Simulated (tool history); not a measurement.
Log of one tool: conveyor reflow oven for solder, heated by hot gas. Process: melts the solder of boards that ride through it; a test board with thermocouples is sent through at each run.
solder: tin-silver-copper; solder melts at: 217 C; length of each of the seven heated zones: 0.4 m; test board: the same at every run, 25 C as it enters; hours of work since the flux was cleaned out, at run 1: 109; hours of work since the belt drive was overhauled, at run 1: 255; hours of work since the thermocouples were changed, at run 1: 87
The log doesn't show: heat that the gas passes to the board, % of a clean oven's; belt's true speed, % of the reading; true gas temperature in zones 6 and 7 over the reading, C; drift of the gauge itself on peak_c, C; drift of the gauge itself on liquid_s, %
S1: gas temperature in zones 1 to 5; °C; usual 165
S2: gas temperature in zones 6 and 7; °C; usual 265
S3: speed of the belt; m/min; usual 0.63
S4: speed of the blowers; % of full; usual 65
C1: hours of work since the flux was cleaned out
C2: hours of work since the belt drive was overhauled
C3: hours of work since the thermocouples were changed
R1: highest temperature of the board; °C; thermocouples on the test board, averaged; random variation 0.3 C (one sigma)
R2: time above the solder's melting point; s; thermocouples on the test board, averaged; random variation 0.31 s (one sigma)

run,hour,S1,S2,S3,S4,C1,C2,C3,R1,R2
1,0,165,265,0.63,65,109,255,87,248.4,51.1
2,14,165,265,0.732,65,118,264,96,242.5,38.4
3,30.9,165,265,0.732,65,128,275,106,243.4,38.3
4,40.5,165,265,0.732,65,134,281,112,242.4,38.2
5,49.4,165,265,0.75,65,140,286,118,241.6,36.6
6,62.1,165,265,0.63,65,148,294,126,248,51.3
7,75.5,165,265,0.63,65,156,302,134,247.9,50.9
8,95.1,175,265,0.63,65,168,315,146,249.1,54.9
9,111,175,265,0.63,65,178,325,156,249.1,55.7
10,121.9,175,256,0.63,65,185,332,163,242.2,48.5
11,130.7,175,256,0.63,65,191,337,169,242.1,49.1
12,148.9,165,265,0.63,56,202,348,180,245.3,47.4
13,169.1,165,265,0.528,56,215,361,193,251.2,64
14,187.8,165,265,0.528,56,227,373,204,250.7,63.8
15,203.6,165,265,0.63,65,236,383,214,247.2,49.6
16,222.1,165,265,0.63,65,248,394,226,247.1,49.9
17,241.8,176,265,0.547,65,260,407,238,253.1,68.7
18,261.3,175,265,0.733,65,273,419,251,243.8,41.9
19,273.2,155,271,0.624,65,280,426,258,250.3,50.3
20,292.9,165,265,0.535,65,292,439,270,251.4,65.1
21,310.5,165,265,0.535,65,303,450,281,251.7,64.7
22,322.3,165,265,0.535,65,311,457,289,251.2,64.6
23,337,165,265,0.535,65,320,466,298,251.4,64.4
24,347.4,170,279,0.698,76,327,473,304,257.6,53
25,356,170,279,0.698,76,332,478,310,257.7,53.1
26,368,170,279,0.698,76,339,486,317,258.2,53.1
27,386.3,172,273,0.695,65,351,497,329,249.8,48.9
28,402.1,165,265,0.63,63,361,507,339,245.2,48
29,415.6,165,265,0.677,63,369,516,347,242.4,41.7
30,423.7,165,265,0.677,63,374,521,352,242.6,41.8

4 ways to go on from here, each from the tool as it stands after run 30. What would each give?
A,436.5,165,265,0.677,50,382,529,360,?,?
B,436.5,165,265,0.717,68,382,529,360,?,?
C,436.5,165,261,0.563,60,382,529,360,?,?
D,436.5,165,265,0.677,80,382,529,360,?,?

run,R1,R2
A,238,35.9
B,241.6,38.2
C,244.4,54.1
D,246.4,46.3
Without the tool's hidden state the same runs would have given:
run,R1,R2
A,241.2,39.7
B,245.4,42
C,247.3,57.4
D,250.1,49.7

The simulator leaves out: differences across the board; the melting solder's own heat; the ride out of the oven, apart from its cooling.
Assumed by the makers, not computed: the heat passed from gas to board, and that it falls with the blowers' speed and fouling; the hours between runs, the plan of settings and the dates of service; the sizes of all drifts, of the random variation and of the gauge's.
